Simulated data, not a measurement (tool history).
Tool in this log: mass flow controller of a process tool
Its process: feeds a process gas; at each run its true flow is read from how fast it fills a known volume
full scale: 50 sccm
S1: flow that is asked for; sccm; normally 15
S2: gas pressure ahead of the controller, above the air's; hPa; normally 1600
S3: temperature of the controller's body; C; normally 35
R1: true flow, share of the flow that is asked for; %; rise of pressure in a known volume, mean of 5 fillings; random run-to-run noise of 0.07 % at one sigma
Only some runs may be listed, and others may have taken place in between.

run      day  S1    S2  S3      R1
  1    0.000  15  1600  35   98.88
  2    9.521  15  1600  35   98.87
  3   15.400  15  2030  35   99.13
  4   21.867  15  2030  35   99.08
  5   32.496  15  1600  35   99.05
  6   42.500  15  1600  35   98.90
  7   48.800  15  1600  35   99.14
  8   57.629  15  1600  35   99.09
  9   65.433  10  1600  35   99.29
 10   73.692  12  1600  35   99.17
 11   84.458  12  1600  35   99.17
 12   94.967  15  1600  35   99.25
      95.546  -- controller's zero set anew
 13  105.412  15  1600  35   99.59
 14  116.421  15  1600  35   99.73
 15  125.988   8  1980  33  100.93
 16  134.696  15  1880  29   99.48
 17  142.183  15  1880  29   99.49
     150.592  -- controller's zero set anew, once more
 18  151.550   8  1410  26   96.90
 19  157.758  15  2470  35   98.21
 20  165.625  15  2470  35   98.29
 21  171.304  26  1600  23   97.70
 22  181.796  26  1600  23   97.81
 23  192.612  26  1600  23   97.79
 24  201.388  26  1600  23   97.76
 25  209.842  43  1460  37   99.77
 26  220.454  45  1460  28   99.31
 27  226.329  45  1460  28   99.24

Pick out some run-to-run changes in R1. Of each, how much would a tool without hidden state show as well, from the settings, what came in and chance, and how much is left for the hidden state and any gauge scatter not in both results compared?
Hidden conditions of the tool in this case: flow at rest that the sensor doesn't see, % of full scale; true flow over the shown one, %; drift of the gauge itself on true_pct, %.
Run 14 -> 15: S1 15 -> 8, S2 1600 -> 1980, S3 35 -> 33. R1 +1.20 %: hidden state +1.70, all else -0.50.
Run 17 -> 18: S1 15 -> 8, S2 1880 -> 1410, S3 29 -> 26, controller's zero set anew, once more. R1 -2.59 %: hidden state -1.77, all else -0.82.
Run 24 -> 25: S1 26 -> 43, S2 1600 -> 1460, S3 23 -> 37. R1 +2.01 %: hidden state -0.06, all else +2.07.

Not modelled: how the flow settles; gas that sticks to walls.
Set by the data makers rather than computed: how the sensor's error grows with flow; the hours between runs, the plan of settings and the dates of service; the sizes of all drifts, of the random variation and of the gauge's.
